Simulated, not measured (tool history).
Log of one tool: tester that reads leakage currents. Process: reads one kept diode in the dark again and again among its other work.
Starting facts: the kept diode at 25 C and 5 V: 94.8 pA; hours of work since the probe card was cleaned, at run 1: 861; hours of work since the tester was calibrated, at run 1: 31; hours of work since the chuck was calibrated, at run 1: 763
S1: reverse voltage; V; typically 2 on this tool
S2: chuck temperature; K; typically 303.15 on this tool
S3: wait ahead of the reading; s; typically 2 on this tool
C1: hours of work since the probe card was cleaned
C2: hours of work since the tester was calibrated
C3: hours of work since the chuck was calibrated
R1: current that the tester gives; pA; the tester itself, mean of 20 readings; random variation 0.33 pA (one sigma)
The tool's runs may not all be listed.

Run 1, hour 0: usual settings; C1 861; C2 31; C3 763. Result: R1 116.4 pA.
Run 2, hour 25.9: usual settings; C1 876; C2 46; C3 778. Result: R1 116.97 pA.
Run 3, hour 42.9: usual settings; C1 886; C2 56; C3 787. Result: R1 117.14 pA.
Run 4, hour 67.5: usual settings; C1 901; C2 70; C3 802. Result: R1 117.81 pA.
Run 5, hour 92.9: usual settings but S2 308.15 K; C1 915; C2 85; C3 817. Result: R1 183.39 pA.
Run 6, hour 108.1: usual settings but S2 308.15 K; C1 924; C2 94; C3 825. Result: R1 183.65 pA.
Run 7, hour 137.1: usual settings but S1 7.49 V; C1 941; C2 110; C3 842. Result: R1 196.35 pA.
Run 8, hour 166: usual settings but S1 7.49 V; C1 958; C2 127; C3 859. Result: R1 196.43 pA.
Run 9, hour 184.4: usual settings; C1 968; C2 138; C3 870. Result: R1 118.33 pA.
Run 10, hour 205.3: usual settings; C1 981; C2 150; C3 882. Result: R1 118.18 pA.
Run 11, hour 235.7: usual settings; C1 998; C2 168; C3 899. Result: R1 118.4 pA.
Run 12, hour 249.7: usual settings; C1 1006; C2 176; C3 908. Result: R1 118.64 pA.
Run 13, hour 264.6: usual settings; C1 1015; C2 184; C3 916. Result: R1 118.27 pA.
Run 14, hour 283.9: usual settings but S1 9.82 V, S2 300.15 K, S3 6.86 s; C1 1026; C2 196; C3 927. Result: R1 168.73 pA.
Run 15, hour 314.7: usual settings but S1 9.82 V, S2 300.15 K, S3 6.86 s; C1 1044; C2 213; C3 945. Result: R1 169.6 pA.
Run 16, hour 344.9: usual settings but S2 309.15 K; C1 1062; C2 231; C3 963. Result: R1 203.17 pA.
Run 17, hour 369.6: usual settings but S1 2.6 V, S2 306.15 K, S3 4.14 s; C1 1076; C2 245; C3 977. Result: R1 171.74 pA.
Run 18, hour 392.3: usual settings but S1 2.89 V, S3 1.1 s; C1 1089; C2 259; C3 990. Result: R1 137.56 pA.
Run 19, hour 417.2: usual settings but S1 2.89 V, S3 1.1 s; C1 1104; C2 273; C3 1005. Result: R1 137.17 pA.
Run 20, hour 443.2: usual settings but S1 1.12 V, S2 315.15 K; C1 1119; C2 288; C3 1020. Result: R1 274.2 pA.
Run 21, hour 461.1: usual settings but S1 1.12 V, S2 315.15 K; C1 1129; C2 299; C3 1030. Result: R1 277.02 pA.
Run 22, hour 492.2: usual settings but S1 1.12 V, S2 315.15 K; C1 1147; C2 317; C3 1048. Result: R1 276.57 pA.
Run 23, hour 512.3: usual settings but S1 3.61 V, S2 308.15 K, S3 1.14 s; C1 1159; C2 328; C3 1060. Result: R1 236.11 pA.
Run 24, hour 526.6: usual settings but S1 3.61 V, S2 308.15 K, S3 1.14 s; C1 1167; C2 337; C3 1068. Result: R1 235.54 pA.

The same runs without the tool's hidden state, with the same run-to-run variation:
The hidden state here: stray current of the dirty probe card, pA a volt; current scale over the true one, %; true chuck temperature over the reading, C; drift of the gauge itself on leakage_pa, %.
run      R1
  1  107.65
  2     108
  3  108.04
  4   108.5
  5  169.87
  6  169.98
  7  176.92
  8  176.63
  9  108.23
 10  107.95
 11  107.97
 12   108.1
 13  107.67
 14   147.4
 15  147.77
 16  185.85
 17  155.85
 18  123.74
 19  123.23
 20  251.77
 21  254.14
 22  253.34
 23  212.72
 24  212.04

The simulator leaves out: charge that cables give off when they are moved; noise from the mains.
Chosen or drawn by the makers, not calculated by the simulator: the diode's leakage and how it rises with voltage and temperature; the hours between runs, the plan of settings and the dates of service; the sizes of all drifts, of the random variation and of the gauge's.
